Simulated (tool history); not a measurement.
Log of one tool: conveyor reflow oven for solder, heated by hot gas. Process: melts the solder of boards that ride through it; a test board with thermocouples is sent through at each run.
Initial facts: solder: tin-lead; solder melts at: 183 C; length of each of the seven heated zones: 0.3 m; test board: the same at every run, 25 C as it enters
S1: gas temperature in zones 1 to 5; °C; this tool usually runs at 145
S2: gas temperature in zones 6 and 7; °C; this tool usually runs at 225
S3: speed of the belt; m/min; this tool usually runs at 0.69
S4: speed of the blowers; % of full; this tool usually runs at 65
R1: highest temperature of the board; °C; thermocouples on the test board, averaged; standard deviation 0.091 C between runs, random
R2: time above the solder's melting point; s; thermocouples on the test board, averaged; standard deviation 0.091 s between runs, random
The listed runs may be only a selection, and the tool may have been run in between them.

run    day   S1   S2     S3  S4      R1     R2
  1      0  145  225   0.69  65  203.52  30.53
  2  0.288  145  228   0.69  65  205.85  32.14
  3  0.546  145  222   0.69  65  201.27  28.29
  4  0.979  145  225   0.69  65  203.56  30.43
  5   1.35  145  225   0.69  64  203.37  30.07
  6  1.683  145  225   0.69  65  203.48   30.1
     1.921  -- flux residue cleaned out of gas plates and filters
  7  2.267  145  225   0.69  65  202.44  29.22
  8   2.45  145  225   0.69  65  202.28  29.14
  9  2.808  145  225   0.69  65  202.39  29.15
 10  3.246  145  223   0.69  65  200.78  27.61
 11  3.567  145  223   0.69  65  200.95  27.58
 12  3.879  138  225   0.69  89  204.45  29.76
     4.271  -- flux residue cleaned out of gas plates and filters, once more
 13  4.488  138  225   0.69  89  208.15   33.3
 14  4.758  145  221  0.693  89  206.04  33.54
 15  4.967  136  214  0.587  65  199.51  30.98
 16  5.288  145  235   0.69  65   213.5  37.72
 17  5.712  159  222  0.804  67  202.35  28.54
 18  6.121  143  227   0.69  60  205.55  31.48

Branching from run 18: 4 alternative next runs. What would each branch give?
  A  6.412  137  227  0.645  60   ?   ?
  B  6.412  143  227  0.699  60   ?   ?
  C  6.412  143  220   0.69  60   ?   ?
  D  6.412  159  220   0.69  70   ?   ?

run      R1     R2
  A  206.42  33.16
  B  204.89   30.8
  C  199.99  26.88
  D  205.63   37.7
What these runs would have given with no unlogged condition in the tool:
run      R1     R2
  A  206.53  33.24
  B  205.01  30.89
  C  200.09  26.99
  D   205.7  37.75
